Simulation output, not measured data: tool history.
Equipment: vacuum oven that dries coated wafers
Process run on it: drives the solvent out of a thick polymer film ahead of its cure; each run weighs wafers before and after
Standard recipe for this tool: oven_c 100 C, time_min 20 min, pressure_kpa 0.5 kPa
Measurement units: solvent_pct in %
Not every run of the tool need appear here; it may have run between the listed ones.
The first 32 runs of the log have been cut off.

run   hour  oven_c  time_min  pressure_kpa  solvent_pct
 33  381.3      90        13         1.418         5.99
 34  389.9      90        13         1.418         6.07
 35  397.1      90        13         1.418         6.02
 36  408.6      90        13         1.418         6.07
 37  421.5     106        20           0.5          0.5
     424.1  -- vacuum gauge cleaned of residue and calibrated
 38  438.4     110        13         0.718          0.9
 39  447.9     100        20          0.72         1.18
 40  464.1     100        20          0.72         1.15
 41  479.8     100        20          0.72         1.15
 42  493.5     100        19         1.225         1.46
 43  501.7     111        15         0.286         0.47
 44  513.3     106        20           0.5         0.44
 45  526.8     106        20           0.5         0.47
 46  538.5     104        27         1.198         0.39

Each row is a separate what-if for the run after 46, all from the same tool condition, not one after another. Results?
  A  555.2     114        20          1.47            ?
  B  555.2     104        16         1.169            ?
  C  555.2     111        15         1.198            ?
  D  555.2     115        25          1.13            ?

run  solvent_pct
  A         0.29
  B         1.26
  C         0.59
  D         0.19
Stripped of hidden state, with their random variation kept, the same runs would have yielded:
run  solvent_pct
  A         0.28
  B         1.13
  C         0.52
  D         0.19

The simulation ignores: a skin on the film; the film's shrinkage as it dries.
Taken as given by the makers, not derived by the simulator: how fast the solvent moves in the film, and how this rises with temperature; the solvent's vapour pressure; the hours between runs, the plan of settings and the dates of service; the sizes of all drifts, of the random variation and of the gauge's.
